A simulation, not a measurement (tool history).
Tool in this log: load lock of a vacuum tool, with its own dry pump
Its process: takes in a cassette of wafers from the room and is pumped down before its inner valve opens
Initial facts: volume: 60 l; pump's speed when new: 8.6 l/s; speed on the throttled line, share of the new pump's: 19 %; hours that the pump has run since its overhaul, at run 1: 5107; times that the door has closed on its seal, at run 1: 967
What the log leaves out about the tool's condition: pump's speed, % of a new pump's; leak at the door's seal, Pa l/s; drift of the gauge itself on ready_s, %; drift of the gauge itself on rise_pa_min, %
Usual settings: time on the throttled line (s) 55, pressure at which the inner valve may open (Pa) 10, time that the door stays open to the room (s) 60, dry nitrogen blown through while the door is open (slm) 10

run,hour,time on the throttled line (s),pressure at which the inner valve may open (Pa),time that the door stays open to the room (s),dry nitrogen blown through while the door is open (slm),hours that the pump has run since its overhaul,times that the door has closed on its seal,"incoming humidity of the room's air, %",time from the closed door until the inner valve may open (s),rise of the pressure with all valves shut (Pa/min)
1,0,55,10,60,10,5107,967,45.7,111.6,0.032
2,139,55,10,60,10,5246,1649,43.3,111.2,0.033
3,294.7,55,10,60,10,5402,2413,44.1,111.6,0.046
4,477.4,55,10,60,10,5585,3310,40.6,112.1,0.059
5,637.7,55,10,60,10,5745,4097,43.6,110.7,0.065
6,807.2,55,10,60,10,5914,4929,44.1,112.3,0.073
7,978.9,55,10,60,10,6086,5772,45.5,109.9,0.084
8,1233.2,55,10,60,10,6340,7020,44.6,110.7,0.105
9,1503.2,55,10,60,10,6610,8345,48.4,111,0.128
10,1716,55,10,60,10,6823,9390,43.1,112.4,0.146
11,1844.2,55,10,97,10,6951,10019,45.7,111.7,0.17
12,2024.2,55,10,107,10,7131,10902,45,111.6,0.187
13,2280.7,55,9,60,10,7388,12161,46.2,111.4,0.201
14,2512.5,55,9,60,10,7620,13299,45.6,112.6,0.236
15,2764.2,82,9,60,10,7871,14535,41.7,132.3,0.259
16,2988.2,82,9,60,35,8095,15634,45.7,134.1,0.28
17,3105.9,82,9,60,35,8213,16212,46.4,135,0.295
18,3329.4,43,15,112,26,8437,17309,40.1,98.9,0.346
19,3596.7,37,18,59,10,8704,18621,44.7,94.1,0.386
20,3742,37,18,59,10,8849,19334,43.8,92.3,0.399
21,3982.1,37,18,59,10,9089,20512,45.7,92.7,0.446
22,4188,37,18,59,10,9295,21523,44.2,92.5,0.453
23,4457.2,84,10,108,36,9564,22845,42.7,136,0.513
24,4580.5,55,10,59,18,9688,23450,42.5,112.2,0.52
25,4781.8,55,10,71,18,9889,24437,44.4,113.1,0.547
26,4995.1,49,14,87,7,10102,25484,50.4,103.7,0.616
27,5205.2,55,7,59,10,10312,26516,44.8,115.2,0.638
# hour 5354: door's seal changed, seat wiped
28,5483.7,55,11,60,5,10589,636,46.5,110.6,0.034
29,5635.8,54,10,60,10,10742,1383,46.5,113.2,0.037
30,5800,54,10,60,10,10906,2189,47.6,111.1,0.05
31,5973.4,54,10,60,10,11079,3040,44.6,112.2,0.053
32,6203.1,91,8,88,17,11309,4167,41.9,142.8,0.062
33,6316.8,44,9,26,22,11423,4726,46.5,104.3,0.064

Entry by entry between the runs, the difference in hidden state between the last listed run before and the first listed run after:
Run 27 -> run 28: door's seal changed, seat wiped (hour 5354)
  pump's speed, % of a new pump's: 95.6 -> 95.4; leak at the door's seal, Pa l/s: 0.6148 -> 0.0061
  measured minus no-state result, time from the closed door until the inner valve may open (s): +2.8 -> +2.7; rise of the pressure with all valves shut (Pa/min): +0.613 -> +0.004

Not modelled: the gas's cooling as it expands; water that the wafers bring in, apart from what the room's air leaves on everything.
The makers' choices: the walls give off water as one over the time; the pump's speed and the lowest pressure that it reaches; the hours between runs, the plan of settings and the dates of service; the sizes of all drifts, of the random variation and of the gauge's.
